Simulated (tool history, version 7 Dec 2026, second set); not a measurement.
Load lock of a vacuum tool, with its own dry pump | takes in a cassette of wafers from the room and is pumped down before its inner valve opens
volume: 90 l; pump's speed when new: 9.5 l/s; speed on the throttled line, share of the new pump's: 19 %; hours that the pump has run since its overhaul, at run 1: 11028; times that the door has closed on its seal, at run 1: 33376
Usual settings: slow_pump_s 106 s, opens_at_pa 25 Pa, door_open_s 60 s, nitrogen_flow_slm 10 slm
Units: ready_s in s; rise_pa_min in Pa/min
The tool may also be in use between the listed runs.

| run | day | slow_pump_s | opens_at_pa | door_open_s | nitrogen_flow_slm | hours that the pump has run since its overhaul | times that the door has closed on its seal | incoming humidity of the room's air, % | ready_s | rise_pa_min |
|---|---|---|---|---|---|---|---|---|---|---|
| 1 | 0 | 106 | 25 | 60 | 10 | 11028 | 33376 | 47.6 | 172.1 | 0.328 |
| 2 | 9.275 | 106 | 25 | 60 | 5 | 11251 | 34023 | 43.9 | 175.1 | 0.334 |
| 3 | 23.575 | 106 | 25 | 60 | 5 | 11594 | 35020 | 42.3 | 175 | 0.352 |
| 4 | 37.346 | 106 | 25 | 60 | 10 | 11924 | 35980 | 43.3 | 175.6 | 0.361 |
| 5 | 48.288 | 106 | 25 | 60 | 10 | 12187 | 36742 | 48.8 | 176.5 | 0.389 |
| 6 | 55.35 | 106 | 25 | 60 | 10 | 12356 | 37235 | 43.2 | 175.6 | 0.392 |
| 7 | 67.333 | 106 | 25 | 60 | 10 | 12644 | 38070 | 42.9 | 175.4 | 0.394 |
| 8 | 74.138 | 106 | 25 | 60 | 5 | 12807 | 38544 | 42.9 | 176.7 | 0.403 |
| 9 | 83.525 | 106 | 25 | 60 | 5 | 13033 | 39199 | 43.9 | 176.4 | 0.415 |
| 10 | 92.946 | 106 | 25 | 60 | 5 | 13259 | 39856 | 43.2 | 176.7 | 0.426 |
|  | 97.458 | door's seal changed, seat wiped |
| 11 | 100.492 | 106 | 25 | 60 | 5 | 13438 | 211 | 46.7 | 175.8 | 0.043 |
| 12 | 106.921 | 106 | 25 | 60 | 5 | 13593 | 660 | 44 | 177.8 | 0.042 |
| 13 | 121.146 | 60 | 25 | 60 | 10 | 13934 | 1651 | 42.4 | 141.6 | 0.043 |
| 14 | 135.542 | 106 | 25 | 60 | 26 | 14280 | 2655 | 44.6 | 177.5 | 0.039 |
| 15 | 149.292 | 106 | 25 | 60 | 10 | 14610 | 3613 | 45.3 | 177.4 | 0.047 |
| 16 | 158.521 | 78 | 25 | 60 | 10 | 14831 | 4257 | 43 | 154.4 | 0.047 |
| 17 | 171.025 | 78 | 24 | 60 | 10 | 15131 | 5128 | 45.6 | 154.1 | 0.052 |
| 18 | 179.112 | 106 | 25 | 27 | 10 | 15325 | 5692 | 45.8 | 180.9 | 0.039 |
| 19 | 188.4 | 106 | 25 | 27 | 10 | 15548 | 6339 | 45.1 | 178.8 | 0.043 |
| 20 | 200.629 | 106 | 25 | 54 | 10 | 15842 | 7192 | 43 | 178.6 | 0.061 |
| 21 | 213.104 | 106 | 25 | 54 | 10 | 16141 | 8062 | 41.9 | 180.9 | 0.064 |
| 22 | 226.096 | 106 | 25 | 54 | 10 | 16453 | 8967 | 46 | 179.2 | 0.068 |
| 23 | 233.696 | 106 | 25 | 54 | 10 | 16635 | 9497 | 42.3 | 180.8 | 0.075 |
| 24 | 244.175 | 106 | 38 | 201 | 10 | 16887 | 10228 | 44.7 | 174.7 | 0.118 |
| 25 | 258.238 | 106 | 25 | 231 | 10 | 17224 | 11208 | 48.1 | 179.5 | 0.133 |
| 26 | 272.625 | 183 | 25 | 231 | 10 | 17570 | 12211 | 40.8 | 240.8 | 0.13 |
| 27 | 284.079 | 183 | 25 | 231 | 10 | 17844 | 13009 | 43.3 | 240.8 | 0.139 |
| 28 | 292.704 | 207 | 25 | 231 | 29 | 18051 | 13611 | 43 | 257.1 | 0.115 |
| 29 | 307.029 | 207 | 25 | 231 | 29 | 18395 | 14609 | 44.6 | 260.7 | 0.124 |
| 30 | 316.496 | 207 | 25 | 231 | 29 | 18622 | 15269 | 43.2 | 258.5 | 0.131 |
| 31 | 323.862 | 106 | 20 | 149 | 10 | 18799 | 15783 | 47.6 | 185.1 | 0.148 |
| 32 | 337.392 | 106 | 29 | 190 | 34 | 19124 | 16726 | 47.6 | 178.2 | 0.138 |

3 ways to go on from here, each from the tool as it stands after run 32. What would each give?
| A | 350.467 | 106 | 45 | 30 | 34 | 19438 | 17638 | 43 | ? | ? |
| B | 350.467 | 106 | 25 | 34 | 10 | 19438 | 17638 | 47.6 | ? | ? |
| C | 350.467 | 165 | 18 | 60 | 10 | 19438 | 17638 | 46.4 | ? | ? |

| run | ready_s | rise_pa_min |
|---|---|---|
| A | 176.6 | 0.109 |
| B | 182.7 | 0.128 |
| C | 233.6 | 0.133 |
Without the tool's hidden state the same runs would have given:
| run | ready_s | rise_pa_min |
|---|---|---|
| A | 160 | 0.013 |
| B | 164.2 | 0.031 |
| C | 217.5 | 0.035 |

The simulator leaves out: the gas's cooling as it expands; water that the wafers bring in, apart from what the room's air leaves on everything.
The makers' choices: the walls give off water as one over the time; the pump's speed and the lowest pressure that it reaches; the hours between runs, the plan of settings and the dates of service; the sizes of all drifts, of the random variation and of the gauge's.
